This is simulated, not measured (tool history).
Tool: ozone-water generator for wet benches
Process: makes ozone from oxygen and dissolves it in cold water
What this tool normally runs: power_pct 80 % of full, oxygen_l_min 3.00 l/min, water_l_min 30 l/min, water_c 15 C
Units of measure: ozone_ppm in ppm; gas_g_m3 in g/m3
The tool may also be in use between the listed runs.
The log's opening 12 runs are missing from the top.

run 13 hour=294.1 | power_pct=80 oxygen_l_min=3.00 water_l_min=19 water_c=15 | ozone_ppm=15.7 gas_g_m3=191.8
run 14 hour=326.0 | power_pct=80 oxygen_l_min=3.00 water_l_min=19 water_c=15 | ozone_ppm=15.6 gas_g_m3=188.3
run 15 hour=355.2 | power_pct=80 oxygen_l_min=3.00 water_l_min=30 water_c=15 | ozone_ppm=10.0 gas_g_m3=191.6
run 16 hour=374.6 | power_pct=80 oxygen_l_min=3.00 water_l_min=30 water_c=15 | ozone_ppm=10.0 gas_g_m3=188.7
run 17 hour=403.1 | power_pct=80 oxygen_l_min=3.00 water_l_min=30 water_c=15 | ozone_ppm=10.1 gas_g_m3=188.1
run 18 hour=419.9 | power_pct=75 oxygen_l_min=2.47 water_l_min=44 water_c=7 | ozone_ppm=6.1 gas_g_m3=200.3
run 19 hour=436.8 | power_pct=72 oxygen_l_min=3.00 water_l_min=35 water_c=15 | ozone_ppm=7.8 gas_g_m3=177.3
run 20 hour=469.2 | power_pct=80 oxygen_l_min=4.57 water_l_min=30 water_c=10 | ozone_ppm=11.9 gas_g_m3=160.8

Run 21, settings as shown, results not yet in. Your forecast:
run 21 hour=496.1 | power_pct=80 oxygen_l_min=4.30 water_l_min=30 water_c=17 | ozone_ppm=? gas_g_m3=?

ozone_ppm: 11.0 ppm
gas_g_m3: 164.3 g/m3
If the tool had no hidden condition, the same run with the same run-to-run variation would have returned ozone_ppm 11.6 ppm, gas_g_m3 167.8 g/m3.
